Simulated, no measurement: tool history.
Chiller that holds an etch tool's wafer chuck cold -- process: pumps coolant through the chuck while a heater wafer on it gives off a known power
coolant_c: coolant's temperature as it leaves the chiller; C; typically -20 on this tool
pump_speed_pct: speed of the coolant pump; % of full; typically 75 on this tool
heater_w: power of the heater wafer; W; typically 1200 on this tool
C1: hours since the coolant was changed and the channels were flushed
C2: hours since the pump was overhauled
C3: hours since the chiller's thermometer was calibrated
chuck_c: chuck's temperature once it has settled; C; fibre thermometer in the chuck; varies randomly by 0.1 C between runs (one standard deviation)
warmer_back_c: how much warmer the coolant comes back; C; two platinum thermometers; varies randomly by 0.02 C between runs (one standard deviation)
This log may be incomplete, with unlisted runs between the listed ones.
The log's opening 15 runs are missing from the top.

run 16 hour=460.3 | coolant_c=-20 pump_speed_pct=75 heater_w=1200 | C1=5215 C2=2091 C3=820 | chuck_c=-10.5 warmer_back_c=2.87
run 17 hour=480.1 | coolant_c=-20 pump_speed_pct=75 heater_w=1290 | C1=5235 C2=2110 C3=840 | chuck_c=-9.5 warmer_back_c=3.09
run 18 hour=518.5 | coolant_c=-20 pump_speed_pct=61 heater_w=1200 | C1=5273 C2=2149 C3=878 | chuck_c=-8.8 warmer_back_c=3.47
run 19 hour=542.5 | coolant_c=-20 pump_speed_pct=61 heater_w=1200 | C1=5297 C2=2173 C3=902 | chuck_c=-8.8 warmer_back_c=3.53
run 20 hour=580.8 | coolant_c=-13 pump_speed_pct=85 heater_w=1657 | C1=5336 C2=2211 C3=940 | chuck_c=-0.6 warmer_back_c=3.51
run 21 hour=602.4 | coolant_c=-29 pump_speed_pct=98 heater_w=646 | C1=5357 C2=2233 C3=962 | chuck_c=-24.7 warmer_back_c=1.34
run 22 hour=638.4 | coolant_c=-16 pump_speed_pct=75 heater_w=1707 | C1=5393 C2=2269 C3=998 | chuck_c=-2.3 warmer_back_c=4.05
run 23 hour=664.2 | coolant_c=-20 pump_speed_pct=90 heater_w=1386 | C1=5419 C2=2294 C3=1024 | chuck_c=-10.2 warmer_back_c=2.89
run 24 hour=702.0 | coolant_c=-12 pump_speed_pct=73 heater_w=1204 | C1=5457 C2=2332 C3=1062 | chuck_c=-2.0 warmer_back_c=3.03
run 25 hour=725.3 | coolant_c=-13 pump_speed_pct=94 heater_w=1204 | C1=5480 C2=2356 C3=1085 | chuck_c=-4.6 warmer_back_c=2.40
run 26 hour=764.9 | coolant_c=-14 pump_speed_pct=70 heater_w=1200 | C1=5520 C2=2395 C3=1125 | chuck_c=-3.9 warmer_back_c=3.11
run 27 hour=795.9 | coolant_c=-22 pump_speed_pct=87 heater_w=1200 | C1=5551 C2=2426 C3=1156 | chuck_c=-13.3 warmer_back_c=2.62
run 28 hour=814.4 | coolant_c=-18 pump_speed_pct=79 heater_w=620 | C1=5569 C2=2445 C3=1174 | chuck_c=-13.1 warmer_back_c=1.58
-- hour=837.8 gauge calibrated
run 29 hour=853.9 | coolant_c=-25 pump_speed_pct=75 heater_w=1240 | C1=5609 C2=2484 C3=1214 | chuck_c=-15.1 warmer_back_c=2.82
run 30 hour=893.6 | coolant_c=-20 pump_speed_pct=74 heater_w=879 | C1=5648 C2=2524 C3=1253 | chuck_c=-13.0 warmer_back_c=2.06
run 31 hour=919.5 | coolant_c=-17 pump_speed_pct=73 heater_w=1200 | C1=5674 C2=2550 C3=1279 | chuck_c=-7.1 warmer_back_c=2.82
run 32 hour=951.0 | coolant_c=-20 pump_speed_pct=75 heater_w=811 | C1=5706 C2=2581 C3=1311 | chuck_c=-13.4 warmer_back_c=1.92
run 33 hour=995.4 | coolant_c=-15 pump_speed_pct=93 heater_w=673 | C1=5750 C2=2626 C3=1355 | chuck_c=-10.3 warmer_back_c=1.29

Consider 3 possible next runs. They are alternatives, not a sequence: every one starts from the tool as it was left by run 33. What does each give?
run A hour=1029.6 | coolant_c=-23 pump_speed_pct=91 heater_w=935 | C1=5784 C2=2660 C3=1389 | chuck_c=? warmer_back_c=?
run B hour=1029.6 | coolant_c=-27 pump_speed_pct=88 heater_w=795 | C1=5784 C2=2660 C3=1389 | chuck_c=? warmer_back_c=?
run C hour=1029.6 | coolant_c=-23 pump_speed_pct=82 heater_w=1085 | C1=5784 C2=2660 C3=1389 | chuck_c=? warmer_back_c=?

run=A chuck_c=-16.4 warmer_back_c=1.88
run=B chuck_c=-21.3 warmer_back_c=1.62
run=C chuck_c=-14.6 warmer_back_c=2.34
Without the tool's hidden state the same runs would have given:
run=A chuck_c=-16.5 warmer_back_c=1.83
run=B chuck_c=-21.3 warmer_back_c=1.57
run=C chuck_c=-14.6 warmer_back_c=2.29
